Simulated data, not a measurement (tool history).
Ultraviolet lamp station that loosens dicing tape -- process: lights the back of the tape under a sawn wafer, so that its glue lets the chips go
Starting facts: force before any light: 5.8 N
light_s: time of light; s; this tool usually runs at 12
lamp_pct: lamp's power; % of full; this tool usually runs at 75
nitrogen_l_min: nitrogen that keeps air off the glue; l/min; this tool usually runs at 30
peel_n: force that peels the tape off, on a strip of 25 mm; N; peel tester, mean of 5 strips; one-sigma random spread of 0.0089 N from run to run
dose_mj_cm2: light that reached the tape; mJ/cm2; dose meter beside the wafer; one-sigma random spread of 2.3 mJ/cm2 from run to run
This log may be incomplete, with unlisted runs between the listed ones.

run    hour  light_s  lamp_pct  nitrogen_l_min  peel_n  dose_mj_cm2
  1       0       12        75              30   0.601          182
  2    45.2       12        75              30   0.615          182
  3     122       12        75              30   0.609          178
  4   163.8       12        75              30   0.649          175
  5   240.6       12        75              30   0.696          171
  6   309.6       12        75              30   0.666          172
  7   344.1       12        75              36   0.589          169
  8   408.7       12        75              36   0.639          165
  9   464.3       12        75              36   0.676          166
 10   527.7       12        74              36   0.704          162
 11   570.3       12        75              30   0.785          158
      578.6  -- window cleaned of glue's vapour
 12     632       12        75              30   0.711          166
 13   687.7       12        75              30   0.704          165
 14   757.3        7        81              18   1.926          101
 15   805.9        7        81              18   1.933          105
 16   870.1        7        81              18   1.936           99
 17   914.5        7        76              18   2.151           95
 18   961.4        7        76              18   2.185           91
 19  1034.1        9        78              18   1.626          120
 20  1087.7        9        78              18     1.7          118
 21  1170.8       10        72              15   1.712          121
     1204.8  -- window cleaned of glue's vapour
 22  1225.5       10        72              15   1.746          122
 23  1270.2       10        75              32   1.081          126
 24  1350.3       10        75              32   1.103          125

Branching from run 24: 5 alternative next runs. What would each branch give?
  A  1399.4        8        63              52       ?            ?
  B  1399.4       12        75              32       ?            ?
  C  1399.4       10        65              23       ?            ?
  D  1399.4       10        99              32       ?            ?
  E  1399.4       15        62              10       ?            ?

run  peel_n  dose_mj_cm2
  A   1.691           83
  B   0.851          145
  C   1.638          104
  D   0.719          162
  E    1.55          152
What these runs would have given with no unlogged condition in the tool:
run  peel_n  dose_mj_cm2
  A   0.882          127
  B   0.345          225
  C   0.854          162
  D   0.276          250
  E   0.784          236
